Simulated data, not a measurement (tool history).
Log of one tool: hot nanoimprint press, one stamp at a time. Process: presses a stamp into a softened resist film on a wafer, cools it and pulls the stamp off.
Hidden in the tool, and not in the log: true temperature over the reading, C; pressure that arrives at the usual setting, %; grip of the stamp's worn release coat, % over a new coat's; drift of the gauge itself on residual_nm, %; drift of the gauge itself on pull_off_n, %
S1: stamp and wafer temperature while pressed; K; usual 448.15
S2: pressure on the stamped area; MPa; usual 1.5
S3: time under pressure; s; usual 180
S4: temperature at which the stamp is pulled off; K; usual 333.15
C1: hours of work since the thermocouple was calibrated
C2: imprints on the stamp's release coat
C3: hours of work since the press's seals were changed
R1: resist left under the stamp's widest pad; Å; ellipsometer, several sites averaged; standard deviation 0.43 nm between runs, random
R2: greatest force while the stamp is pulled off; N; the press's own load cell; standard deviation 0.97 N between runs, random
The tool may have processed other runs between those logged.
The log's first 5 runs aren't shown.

| run | hour | S1 | S2 | S3 | S4 | C1 | C2 | C3 | R1 | R2 |
|---|---|---|---|---|---|---|---|---|---|---|
|  | 216.6 | press's hydraulic seals changed and the load cell set to zero |
| 6 | 258.5 | 448.15 | 1.5 | 180 | 327.15 | 455 | 728 | 32 | 1349 | 148 |
|  | 286.5 | stamp cleaned and given a new release coat |
| 7 | 301 | 448.15 | 1.5 | 180 | 333.15 | 482 | 84 | 59 | 1358 | 134.7 |
|  | 355.6 | plate thermocouple calibrated |
| 8 | 356.7 | 448.15 | 1.5 | 180 | 322.15 | 1 | 387 | 99 | 1338 | 145.2 |
| 9 | 393.6 | 442.15 | 1.5 | 180 | 333.15 | 29 | 599 | 127 | 1541 | 140 |
|  | 443 | stamp cleaned and given a new release coat |
| 10 | 471.4 | 445.15 | 1.5 | 180 | 333.15 | 83 | 162 | 181 | 1440 | 136.4 |
| 11 | 509.9 | 445.15 | 1.5 | 180 | 333.15 | 112 | 384 | 210 | 1452 | 138 |
| 12 | 582.8 | 445.15 | 1.5 | 120 | 333.15 | 167 | 803 | 265 | 1624 | 143.1 |
|  | 595.5 | stamp cleaned and given a new release coat |
| 13 | 641.4 | 445.15 | 1.5 | 120 | 333.15 | 207 | 263 | 305 | 1622 | 137.2 |
| 14 | 685.7 | 448.15 | 1.5 | 180 | 333.15 | 240 | 518 | 338 | 1359 | 140.1 |
| 15 | 726.9 | 448.15 | 1.5 | 180 | 333.15 | 271 | 755 | 369 | 1367 | 141.9 |
|  | 750.4 | stamp cleaned and given a new release coat |
| 16 | 805.8 | 448.15 | 1.08 | 180 | 338.15 | 326 | 318 | 424 | 1602 | 133.3 |
| 17 | 871.2 | 456.15 | 1.08 | 180 | 338.15 | 376 | 695 | 474 | 1363 | 136.7 |
|  | 906.8 | stamp cleaned and given a new release coat |
| 18 | 917.9 | 456.15 | 1.08 | 180 | 338.15 | 406 | 63 | 504 | 1373 | 131.7 |
| 19 | 953.8 | 448.15 | 1.5 | 180 | 339.15 | 433 | 270 | 532 | 1376 | 135.1 |
| 20 | 996.2 | 448.15 | 1.5 | 180 | 339.15 | 465 | 514 | 564 | 1371 | 135.7 |
| 21 | 1038.3 | 458.15 | 1.59 | 92 | 327.15 | 497 | 756 | 595 | 1321 | 148.3 |
|  | 1061.5 | stamp cleaned and given a new release coat |
|  | 1078 | plate thermocouple calibrated |
| 22 | 1105.9 | 449.15 | 1.59 | 192 | 327.15 | 21 | 238 | 640 | 1247 | 140.9 |
| 23 | 1148 | 459.15 | 2.06 | 95 | 332.15 | 53 | 481 | 671 | 1086 | 139.6 |
| 24 | 1191.5 | 455.15 | 1.54 | 106 | 321.15 | 86 | 730 | 704 | 1338 | 149.8 |
|  | 1218.6 | stamp cleaned and given a new release coat |
| 25 | 1255.7 | 437.15 | 1.5 | 180 | 333.15 | 130 | 213 | 748 | 1720 | 135.5 |
|  | 1274.1 | press's hydraulic seals changed and the load cell set to zero |
| 26 | 1316.3 | 437.15 | 1.13 | 180 | 333.15 | 169 | 516 | 32 | 1898 | 140.1 |
|  | 1384.3 | stamp cleaned and given a new release coat |
| 27 | 1396.5 | 459.15 | 1.36 | 180 | 333.15 | 225 | 70 | 88 | 1106 | 136.9 |
| 28 | 1464.4 | 459.15 | 1.5 | 276 | 332.15 | 277 | 461 | 139 | 908 | 142.6 |
| 29 | 1513.7 | 448.15 | 1.5 | 163 | 332.15 | 314 | 744 | 176 | 1384 | 141.6 |
|  | 1538.5 | stamp cleaned and given a new release coat |
| 30 | 1586.3 | 448.15 | 1.5 | 163 | 332.15 | 364 | 275 | 227 | 1395 | 137.2 |

Branching from run 30: 3 alternative next runs. What would each branch give?
| A | 1623.2 | 453.15 | 1.15 | 111 | 333.15 | 392 | 487 | 254 | ? | ? |
| B | 1623.2 | 448.15 | 1.26 | 147 | 332.15 | 392 | 487 | 254 | ? | ? |
| C | 1623.2 | 448.15 | 1.5 | 349 | 336.15 | 392 | 487 | 254 | ? | ? |

| run | R1 | R2 |
|---|---|---|
| A | 1587 | 139.4 |
| B | 1560 | 138.6 |
| C | 1099 | 137.5 |
Without the tool's unlogged condition, the same runs would have read:
| run | R1 | R2 |
|---|---|---|
| A | 1569 | 133.7 |
| B | 1541 | 132.9 |
| C | 1082 | 131.8 |
